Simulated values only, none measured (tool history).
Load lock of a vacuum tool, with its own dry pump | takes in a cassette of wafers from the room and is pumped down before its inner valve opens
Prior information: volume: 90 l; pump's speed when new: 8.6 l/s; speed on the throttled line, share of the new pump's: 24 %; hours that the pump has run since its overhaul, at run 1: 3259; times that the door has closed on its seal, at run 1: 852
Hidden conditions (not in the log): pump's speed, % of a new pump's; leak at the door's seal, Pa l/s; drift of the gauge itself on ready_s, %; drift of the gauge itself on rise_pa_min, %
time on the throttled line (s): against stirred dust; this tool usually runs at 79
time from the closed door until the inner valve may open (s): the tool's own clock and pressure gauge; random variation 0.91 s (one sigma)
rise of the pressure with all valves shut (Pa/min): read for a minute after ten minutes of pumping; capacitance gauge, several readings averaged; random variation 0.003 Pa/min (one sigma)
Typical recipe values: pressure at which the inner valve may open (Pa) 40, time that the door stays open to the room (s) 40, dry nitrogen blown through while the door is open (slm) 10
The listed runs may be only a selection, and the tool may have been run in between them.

run	day	time on the throttled line (s)	pressure at which the inner valve may open (Pa)	time that the door stays open to the room (s)	dry nitrogen blown through while the door is open (slm)	hours that the pump has run since its overhaul	times that the door has closed on its seal	incoming humidity of the room's air, %	time from the closed door until the inner valve may open (s)	rise of the pressure with all valves shut (Pa/min)
1	0.000	79	40	40	10	3259	852	44.3	144.9	0.021
2	6.283	79	40	40	10	3409	1126	49.1	144.3	0.027
3	9.333	45	40	40	10	3483	1260	44.1	117.3	0.024
4	13.875	45	40	40	10	3592	1459	44.9	118.1	0.021
5	16.675	79	40	61	10	3659	1581	45.7	145.7	0.030
6	22.317	79	40	61	10	3794	1828	48.1	145.4	0.031
7	25.012	79	53	40	10	3859	1946	48.8	141.6	0.026
8	29.700	79	53	40	10	3971	2151	40.6	142.0	0.024
9	34.342	79	53	40	10	4083	2354	44.9	141.9	0.023
10	37.700	79	53	40	10	4163	2501	44.7	142.4	0.027
11	41.762	79	53	40	10	4261	2678	45.5	142.0	0.029
12	46.858	79	53	40	10	4383	2901	44.8	141.3	0.033
13	52.729	79	48	40	10	4524	3158	44.5	142.9	0.032
14	56.792	79	40	40	7	4622	3336	42.4	146.6	0.034
15	61.158	79	40	40	7	4726	3527	43.9	145.7	0.031
16	64.529	79	40	40	7	4807	3674	45.3	145.9	0.032
17	69.475	79	40	40	7	4926	3890	47.0	147.0	0.034
18	75.825	79	40	40	10	5078	4168	45.9	145.2	0.035
19	80.967	79	40	98	5	5202	4393	43.5	147.1	0.044
20	86.442	79	40	98	5	5333	4633	44.3	146.6	0.045
21	89.175	79	40	98	5	5399	4752	47.7	146.5	0.046
22	92.271	79	67	40	12	5473	4888	45.0	141.6	0.030
23	96.462	79	64	28	10	5574	5071	43.9	140.8	0.025
24	100.792	45	40	40	21	5678	5260	43.0	120.6	0.034
25	104.567	40	45	40	20	5768	5425	46.8	116.2	0.035
26	108.562	55	72	40	10	5864	5600	48.7	122.5	0.038
27	111.708	127	72	40	24	5940	5738	50.3	177.6	0.036
28	114.525	127	72	40	24	6007	5861	44.6	176.0	0.028
29	118.279	50	52	52	10	6097	6025	48.4	122.7	0.045
30	123.946	74	33	77	8	6233	6273	47.5	145.6	0.041
31	129.325	79	40	27	10	6362	6508	45.1	146.7	0.037
32	133.333	135	40	193	5	6459	6684	44.7	189.5	0.056
33	136.062	135	40	193	5	6524	6803	46.6	189.2	0.057
34	138.967	135	43	193	5	6594	6930	46.6	189.4	0.057
35	143.588	135	43	193	5	6705	7132	47.7	188.2	0.060
36	148.900	79	29	46	30	6832	7365	47.4	149.7	0.043

5 ways to go on from here, each from the tool as it stands after run 36. What would each give?
A	153.183	43	40	40	10	6935	7552	43.2	?	?
B	153.183	151	35	55	10	6935	7552	43.9	?	?
C	153.183	41	29	46	30	6935	7552	45.7	?	?
D	153.183	79	29	51	30	6935	7552	46.4	?	?
E	153.183	79	35	40	10	6935	7552	41.8	?	?

run	time from the closed door until the inner valve may open (s)	rise of the pressure with all valves shut (Pa/min)
A	120.5	0.038
B	203.8	0.046
C	123.4	0.041
D	149.6	0.042
E	149.7	0.037
With the hidden condition removed and each run's random variation left untouched, the same runs would have given:
run	time from the closed door until the inner valve may open (s)	rise of the pressure with all valves shut (Pa/min)
A	115.1	0.017
B	200.1	0.024
C	117.6	0.019
D	144.6	0.021
E	144.8	0.015
